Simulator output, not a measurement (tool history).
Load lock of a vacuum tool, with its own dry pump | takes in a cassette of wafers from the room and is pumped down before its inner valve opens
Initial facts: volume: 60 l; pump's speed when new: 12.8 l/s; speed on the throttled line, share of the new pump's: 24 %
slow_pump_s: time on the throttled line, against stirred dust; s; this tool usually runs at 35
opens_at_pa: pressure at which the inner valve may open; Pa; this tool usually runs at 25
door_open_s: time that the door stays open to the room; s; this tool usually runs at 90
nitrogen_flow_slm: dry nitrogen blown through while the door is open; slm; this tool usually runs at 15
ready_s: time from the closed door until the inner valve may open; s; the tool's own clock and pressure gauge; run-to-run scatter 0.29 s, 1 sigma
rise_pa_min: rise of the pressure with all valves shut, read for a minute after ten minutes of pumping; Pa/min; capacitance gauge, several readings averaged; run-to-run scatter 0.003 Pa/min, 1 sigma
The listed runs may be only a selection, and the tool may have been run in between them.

run	hour	slow_pump_s	opens_at_pa	door_open_s	nitrogen_flow_slm	incoming humidity of the room's air, %	ready_s	rise_pa_min
1	0.0	35	25	90	15	45.8	65.4	0.060
2	124.6	35	25	90	6	45.9	65.4	0.065
3	195.0	35	26	90	15	46.6	65.3	0.061
4	309.5	35	26	90	15	46.1	65.9	0.073
5	397.9	35	26	90	15	42.3	66.0	0.070
6	485.9	45	25	90	15	44.6	73.3	0.075
7	590.8	35	25	90	15	44.6	65.4	0.087
8	702.7	35	25	90	15	48.2	65.9	0.083
9	772.4	35	25	90	15	42.9	65.5	0.096
10	830.9	35	25	90	15	44.0	66.1	0.092
11	886.7	22	25	90	15	43.0	55.8	0.096
12	991.2	22	25	90	15	45.9	55.9	0.109
13	1087.9	35	25	90	15	44.2	65.7	0.114
14	1149.5	35	25	90	15	46.1	65.9	0.117
15	1216.4	35	25	90	15	45.9	66.2	0.114
16	1289.4	35	25	90	15	45.4	66.5	0.123
17	1361.8	35	25	90	15	48.3	66.0	0.132
18	1471.9	35	25	90	15	46.6	66.2	0.133
19	1567.5	35	25	35	15	48.1	65.9	0.128
20	1638.2	35	48	35	15	44.1	63.0	0.138
21	1756.2	35	47	35	15	46.2	62.7	0.147
22	1842.0	49	38	55	10	43.7	74.4	0.166
23	1949.0	18	36	55	10	43.7	51.4	0.165
24	2014.0	24	36	110	10	46.5	56.2	0.185
25	2066.1	24	36	110	10	45.0	56.1	0.184
26	2136.4	53	26	37	6	47.3	79.5	0.181
27	2261.7	53	26	37	6	45.6	79.0	0.191
28	2337.2	53	26	37	6	44.8	79.3	0.208
29	2420.2	53	26	37	6	43.9	79.2	0.196
30	2516.7	62	22	70	7	41.2	87.0	0.222
31	2607.1	35	46	45	12	45.6	63.6	0.225
32	2708.4	35	46	45	12	48.4	63.5	0.236
33	2785.8	19	25	90	15	43.0	54.2	0.250
34	2902.4	30	25	48	15	43.6	63.0	0.247
35	3020.5	30	25	48	15	43.8	62.6	0.267
36	3079.9	22	45	31	15	50.0	53.7	0.266
37	3192.9	35	25	43	15	45.5	66.3	0.272

Forecast each of these 3 alternatives for the next run:
A	3266.5	35	25	39	27	45.0	?	?
B	3266.5	60	25	43	21	47.2	?	?
C	3266.5	35	40	90	15	45.0	?	?

run	ready_s	rise_pa_min
A	66.6	0.283
B	85.3	0.285
C	63.9	0.299
Had the tool no hidden state, the same runs would have come out as:
run	ready_s	rise_pa_min
A	65.9	0.011
B	84.7	0.016
C	63.3	0.028

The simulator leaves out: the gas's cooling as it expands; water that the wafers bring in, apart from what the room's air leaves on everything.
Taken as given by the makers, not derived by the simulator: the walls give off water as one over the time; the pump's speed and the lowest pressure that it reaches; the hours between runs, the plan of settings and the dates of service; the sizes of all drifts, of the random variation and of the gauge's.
